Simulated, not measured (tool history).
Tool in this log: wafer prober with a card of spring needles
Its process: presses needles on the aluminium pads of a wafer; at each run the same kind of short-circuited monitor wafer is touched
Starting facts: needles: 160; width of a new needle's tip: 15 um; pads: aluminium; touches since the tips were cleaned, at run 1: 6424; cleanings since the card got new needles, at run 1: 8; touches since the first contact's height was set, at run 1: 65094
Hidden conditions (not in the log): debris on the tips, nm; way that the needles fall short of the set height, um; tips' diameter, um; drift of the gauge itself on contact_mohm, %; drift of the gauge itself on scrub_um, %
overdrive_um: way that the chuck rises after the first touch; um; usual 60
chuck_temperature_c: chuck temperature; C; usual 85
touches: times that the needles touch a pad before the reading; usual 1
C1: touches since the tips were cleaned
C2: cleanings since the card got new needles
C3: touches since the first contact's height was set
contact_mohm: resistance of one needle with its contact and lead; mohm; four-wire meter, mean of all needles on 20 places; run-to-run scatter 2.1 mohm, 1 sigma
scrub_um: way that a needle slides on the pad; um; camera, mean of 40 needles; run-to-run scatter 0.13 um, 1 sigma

{"run": 1, "hour": 0.0, "overdrive_um": 60, "chuck_temperature_c": 85, "touches": 1, "C1": 6424, "C2": 8, "C3": 65094, "contact_mohm": 255, "scrub_um": 15.37}
{"hour": 2.0, "done": "tips cleaned on abrasive film"}
{"run": 2, "hour": 8.3, "overdrive_um": 60, "chuck_temperature_c": 85, "touches": 1, "C1": 1790, "C2": 9, "C3": 67441, "contact_mohm": 264, "scrub_um": 14.94}
{"run": 3, "hour": 20.3, "overdrive_um": 60, "chuck_temperature_c": 85, "touches": 1, "C1": 5229, "C2": 9, "C3": 70880, "contact_mohm": 263, "scrub_um": 15.36}
{"hour": 25.8, "done": "tips cleaned on abrasive film"}
{"run": 4, "hour": 30.9, "overdrive_um": 60, "chuck_temperature_c": 85, "touches": 1, "C1": 1474, "C2": 10, "C3": 73910, "contact_mohm": 238, "scrub_um": 15.12}
{"run": 5, "hour": 39.3, "overdrive_um": 60, "chuck_temperature_c": 85, "touches": 1, "C1": 3879, "C2": 10, "C3": 76315, "contact_mohm": 245, "scrub_um": 15}
{"run": 6, "hour": 44.3, "overdrive_um": 60, "chuck_temperature_c": 85, "touches": 1, "C1": 5295, "C2": 10, "C3": 77731, "contact_mohm": 250, "scrub_um": 15.09}
{"hour": 49.7, "done": "tips cleaned on abrasive film"}
{"hour": 52.6, "done": "tips cleaned on abrasive film, once more"}
{"run": 7, "hour": 55.1, "overdrive_um": 42, "chuck_temperature_c": 85, "touches": 2, "C1": 699, "C2": 12, "C3": 80779, "contact_mohm": 241, "scrub_um": 10.15}

Run 8, settings as shown, results not yet in. Your forecast:
{"run": 8, "hour": 62.4, "overdrive_um": 42, "chuck_temperature_c": 34, "touches": 1, "C1": 2793, "C2": 12, "C3": 82873, "contact_mohm": "?", "scrub_um": "?"}

contact_mohm: 257 mohm
scrub_um: 10.39 um
Had the tool carried no hidden state, the very same run would have given contact_mohm 222 mohm, scrub_um 10.8 um.
